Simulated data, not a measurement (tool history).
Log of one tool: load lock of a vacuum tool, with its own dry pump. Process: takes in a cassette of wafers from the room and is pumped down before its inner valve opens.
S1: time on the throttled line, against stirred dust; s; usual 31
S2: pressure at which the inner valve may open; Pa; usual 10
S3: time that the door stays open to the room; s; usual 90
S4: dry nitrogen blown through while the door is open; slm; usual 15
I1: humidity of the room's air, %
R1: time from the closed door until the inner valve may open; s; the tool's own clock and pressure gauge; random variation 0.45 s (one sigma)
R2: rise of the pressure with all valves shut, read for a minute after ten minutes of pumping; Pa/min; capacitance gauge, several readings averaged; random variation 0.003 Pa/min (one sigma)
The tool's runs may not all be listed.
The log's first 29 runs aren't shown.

run 30 hour=13944.4 | S1=31 S2=10 S3=124 S4=15 | I1=42.5 | R1=56.2 R2=0.022
run 31 hour=14576.8 | S1=31 S2=10 S3=124 S4=33 | I1=46.9 | R1=56.2 R2=0.02
run 32 hour=15116.2 | S1=31 S2=15 S3=90 S4=8 | I1=42.8 | R1=55.3 R2=0.025
run 33 hour=15658.2 | S1=31 S2=15 S3=90 S4=8 | I1=43.6 | R1=55.7 R2=0.034
run 34 hour=16110 | S1=30 S2=16 S3=90 S4=15 | I1=44.7 | R1=53.6 R2=0.028
run 35 hour=16454.5 | S1=34 S2=10 S3=209 S4=15 | I1=42.9 | R1=58.3 R2=0.038
run 36 hour=16747.4 | S1=25 S2=10 S3=90 S4=15 | I1=43.5 | R1=52.4 R2=0.021
run 37 hour=17167.5 | S1=19 S2=10 S3=90 S4=15 | I1=45.5 | R1=47.7 R2=0.026

Forecast each of these 3 alternatives for the next run:
run A hour=17617.7 | S1=54 S2=17 S3=90 S4=26 | I1=45.7 | R1=? R2=?
run B hour=17617.7 | S1=31 S2=10 S3=197 S4=5 | I1=46.4 | R1=? R2=?
run C hour=17617.7 | S1=19 S2=16 S3=43 S4=8 | I1=43.2 | R1=? R2=?

run=A R1=72.4 R2=0.018
run=B R1=57 R2=0.064
run=C R1=45.8 R2=0.026
Without the tool's hidden state the same runs would have given:
run=A R1=72.4 R2=0.017
run=B R1=57 R2=0.064
run=C R1=45.7 R2=0.026
